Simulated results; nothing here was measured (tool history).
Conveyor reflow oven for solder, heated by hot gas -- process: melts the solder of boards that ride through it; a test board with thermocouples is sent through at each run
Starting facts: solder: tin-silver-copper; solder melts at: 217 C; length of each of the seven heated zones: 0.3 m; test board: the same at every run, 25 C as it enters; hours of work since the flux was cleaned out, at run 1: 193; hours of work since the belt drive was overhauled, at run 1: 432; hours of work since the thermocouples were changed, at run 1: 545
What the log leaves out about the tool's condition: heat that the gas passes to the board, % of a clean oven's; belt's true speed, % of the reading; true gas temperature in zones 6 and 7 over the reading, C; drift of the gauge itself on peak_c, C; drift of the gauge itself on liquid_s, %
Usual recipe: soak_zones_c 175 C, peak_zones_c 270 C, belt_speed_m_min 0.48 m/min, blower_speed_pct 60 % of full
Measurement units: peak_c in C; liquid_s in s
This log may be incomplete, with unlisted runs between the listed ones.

run     day  soak_zones_c  peak_zones_c  belt_speed_m_min  blower_speed_pct  hours of work since the flux was cleaned out  hours of work since the belt drive was overhauled  hours of work since the thermocouples were changed  peak_c  liquid_s
  1       0           175           270              0.48                60                                           193                                                432                                                 545   252.9      57.3
  2   3.488           175           270              0.48                60                                           237                                                477                                                 589   251.8      56.8
  3   6.179           175           270             0.429                60                                           272                                                511                                                 623   254.8        67
  4   9.196           175           270             0.429                60                                           310                                                549                                                 662     255      66.8
     11.375  -- flux residue cleaned out of gas plates and filters
  5  12.512           175           270             0.429                60                                            14                                                589                                                 701   257.5      68.7
  6  14.775           175           270             0.429                60                                            43                                                617                                                 730   256.4      68.8
  7  16.542           175           270             0.429                60                                            66                                                640                                                 752   256.4      68.7
  8  18.079           175           270             0.429                60                                            85                                                659                                                 772   256.6      68.1
  9   20.45           175           270             0.429                60                                           115                                                689                                                 802   255.8      68.3
 10  22.458           175           271              0.48                60                                           141                                                715                                                 827   253.8      58.3
 11  25.333           175           271              0.48                60                                           177                                                751                                                 864   253.2      58.2
 12  27.321           175           271              0.48                60                                           202                                                777                                                 889   252.9        58
 13  30.246           175           271              0.48                60                                           239                                                814                                                 926   252.2      57.7
 14  33.433           175           271              0.48                60                                           280                                                854                                                 967   252.4      57.3
 15  36.054           175           271              0.48                60                                           313                                                887                                                1000     252      57.3
     38.012  -- flux residue cleaned out of gas plates and filters
 16   38.95           175           268              0.48                74                                            12                                                921                                                1034   254.2      60.7
 17  41.079           187           270              0.46                60                                            39                                                948                                                1061   256.1      68.6
 18  42.792           166           270              0.46                60                                            61                                                970                                                1083   253.3      58.3
 19  44.317           166           270              0.46                60                                            80                                                990                                                1102   252.8      58.2
 20  46.192           166           270              0.46                60                                           104                                               1013                                                1126   252.2      57.8
 21  47.821           166           270              0.46                61                                           124                                               1034                                                1147     252      58.3
 22  50.717           175           270               0.4                56                                           161                                               1071                                                1183   255.8      74.5
     54.104  -- thermocouples of zones 6 and 7 changed
 23  54.104           168           262             0.469                51                                           203                                               1113                                                   0   244.7      49.7
 24   57.35           168           275             0.469                71                                           244                                               1154                                                  41   260.2      63.2
 25  60.596           175           261              0.48                60                                           286                                               1195                                                  82   245.7      52.7
 26  63.671           175           261              0.48                60                                           325                                               1234                                                 121   245.3      52.4
      64.95  -- flux residue cleaned out of gas plates and filters
 27  66.004           175           270               0.4                60                                            13                                               1261                                                 148     260      77.9

Run 28 is up next; what results do you expect?
     69.579  -- belt drive overhauled, speed set with a stopwatch
 28  69.779           175           270               0.4                60                                            59                                                  3                                                 194       ?         ?

{"run 28": {"peak_c": 259.1, "liquid_s": 74.9}}
Had the tool carried no hidden state, the very same run would have given peak_c 260.1 C, liquid_s 75.6 s.

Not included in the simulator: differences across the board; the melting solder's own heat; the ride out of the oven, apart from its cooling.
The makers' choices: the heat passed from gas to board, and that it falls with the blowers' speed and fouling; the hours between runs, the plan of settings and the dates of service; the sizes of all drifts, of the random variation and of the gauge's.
